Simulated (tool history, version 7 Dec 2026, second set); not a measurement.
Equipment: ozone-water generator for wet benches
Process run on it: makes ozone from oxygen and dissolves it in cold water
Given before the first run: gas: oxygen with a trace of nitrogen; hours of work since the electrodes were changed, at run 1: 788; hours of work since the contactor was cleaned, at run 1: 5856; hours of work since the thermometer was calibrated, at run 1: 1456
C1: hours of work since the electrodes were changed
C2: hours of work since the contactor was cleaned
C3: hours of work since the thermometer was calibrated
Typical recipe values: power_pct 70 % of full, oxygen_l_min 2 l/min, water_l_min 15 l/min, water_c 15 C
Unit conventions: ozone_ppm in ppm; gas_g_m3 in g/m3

Run 1, hour 0: usual settings; C1 788; C2 5856; C3 1456. Result: ozone_ppm 10.3 ppm, gas_g_m3 161.5 g/m3.
Run 2, hour 25.5: usual settings; C1 812; C2 5880; C3 1479. Result: ozone_ppm 10.2 ppm, gas_g_m3 163.3 g/m3.
Run 3, hour 50.4: usual settings; C1 834; C2 5902; C3 1502. Result: ozone_ppm 10.3 ppm, gas_g_m3 160.6 g/m3.
Run 4, hour 76.7: usual settings but water_l_min 14 l/min; C1 859; C2 5927; C3 1527. Result: ozone_ppm 11 ppm, gas_g_m3 160 g/m3.
At hour 83.5: contactor cleaned.
Run 5, hour 107.2: usual settings; C1 883; C2 22; C3 1551. Result: ozone_ppm 9.8 ppm, gas_g_m3 160 g/m3.
Run 6, hour 127.7: usual settings but water_l_min 12 l/min; C1 902; C2 41; C3 1570. Result: ozone_ppm 12.3 ppm, gas_g_m3 160.1 g/m3.
Run 7, hour 157.9: usual settings but water_l_min 13 l/min; C1 930; C2 68; C3 1597. Result: ozone_ppm 11.4 ppm, gas_g_m3 161 g/m3.
Run 8, hour 183.7: usual settings but water_l_min 13 l/min; C1 953; C2 92; C3 1621. Result: ozone_ppm 11.4 ppm, gas_g_m3 161.8 g/m3.
Run 9, hour 204.2: usual settings but water_l_min 13 l/min; C1 972; C2 111; C3 1640. Result: ozone_ppm 11.1 ppm, gas_g_m3 160 g/m3.
Run 10, hour 227.1: usual settings but power_pct 58 % of full, oxygen_l_min 1.55 l/min, water_l_min 12 l/min, water_c 10 C; C1 993; C2 132; C3 1661. Result: ozone_ppm 10.6 ppm, gas_g_m3 160.1 g/m3.

Forecast each of these 4 alternatives for the next run:
Run A, hour 254.5: usual settings but power_pct 56 % of full, oxygen_l_min 1.72 l/min, water_l_min 23 l/min, water_c 10 C; C1 1018; C2 157; C3 1686. Result: ozone_ppm ?, gas_g_m3 ?.
Run B, hour 254.5: usual settings but power_pct 58 % of full, oxygen_l_min 1.55 l/min, water_l_min 12 l/min, water_c 14 C; C1 1018; C2 157; C3 1686. Result: ozone_ppm ?, gas_g_m3 ?.
Run C, hour 254.5: usual settings but power_pct 54 % of full; C1 1018; C2 157; C3 1686. Result: ozone_ppm ?, gas_g_m3 ?.
Run D, hour 254.5: usual settings but power_pct 72 % of full, oxygen_l_min 3.12 l/min; C1 1018; C2 157; C3 1686. Result: ozone_ppm ?, gas_g_m3 ?.

run  ozone_ppm  gas_g_m3
  A          5     148.5
  B       10.2     161.5
  C          8     131.4
  D       10.3     125.2
What these runs would have given with no unlogged condition in the tool:
run  ozone_ppm  gas_g_m3
  A        5.9     151.6
  B       11.8     165.1
  C        9.3     134.1
  D       12.1     128.5
